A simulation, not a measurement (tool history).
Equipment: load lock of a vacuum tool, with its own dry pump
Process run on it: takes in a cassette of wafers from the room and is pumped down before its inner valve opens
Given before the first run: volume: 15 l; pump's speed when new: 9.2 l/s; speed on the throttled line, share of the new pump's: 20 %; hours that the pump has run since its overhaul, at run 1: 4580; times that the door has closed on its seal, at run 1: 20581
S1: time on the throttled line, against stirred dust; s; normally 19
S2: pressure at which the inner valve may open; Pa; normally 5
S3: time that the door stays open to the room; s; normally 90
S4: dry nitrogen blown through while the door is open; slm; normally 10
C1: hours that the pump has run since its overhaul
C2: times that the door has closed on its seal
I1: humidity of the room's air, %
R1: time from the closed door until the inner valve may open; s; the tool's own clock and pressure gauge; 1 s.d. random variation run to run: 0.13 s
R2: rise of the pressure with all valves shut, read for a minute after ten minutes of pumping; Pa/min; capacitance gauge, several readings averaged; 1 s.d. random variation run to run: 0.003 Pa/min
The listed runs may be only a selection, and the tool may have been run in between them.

run 1 hour=0.0 | S1=19 S2=5 S3=90 S4=10 | C1=4580 C2=20581 | I1=49.2 | R1=32.1 R2=0.588
-- hour=72.6 door's seal changed, seat wiped
run 2 hour=125.5 | S1=19 S2=5 S3=90 S4=10 | C1=4704 C2=209 | I1=47.9 | R1=31.9 R2=0.046
run 3 hour=351.3 | S1=19 S2=5 S3=90 S4=7 | C1=4930 C2=1099 | I1=44.8 | R1=32.3 R2=0.062
run 4 hour=531.9 | S1=19 S2=5 S3=90 S4=7 | C1=5110 C2=1811 | I1=46.5 | R1=32.6 R2=0.063
run 5 hour=705.6 | S1=19 S2=5 S3=73 S4=10 | C1=5284 C2=2496 | I1=40.7 | R1=32.4 R2=0.058
run 6 hour=849.3 | S1=19 S2=5 S3=90 S4=10 | C1=5428 C2=3063 | I1=46.7 | R1=32.4 R2=0.077
run 7 hour=975.8 | S1=19 S2=7 S3=90 S4=9 | C1=5554 C2=3562 | I1=48.3 | R1=31.6 R2=0.082
run 8 hour=1183.1 | S1=20 S2=6 S3=213 S4=4 | C1=5762 C2=4380 | I1=47.5 | R1=32.8 R2=0.144
run 9 hour=1281.1 | S1=31 S2=4 S3=213 S4=24 | C1=5860 C2=4766 | I1=43.7 | R1=42.6 R2=0.099

Run 10 comes next. What will it give?
run 10 hour=1381.0 | S1=25 S2=6 S3=64 S4=42 | C1=5959 C2=5160 | I1=42.3 | R1=? R2=?

Run 10 measured R1 36.9 s, R2 0.090 Pa/min.
The same run, on a tool lacking any hidden state, would have yielded R1 36.3 s, R2 0.023 Pa/min.
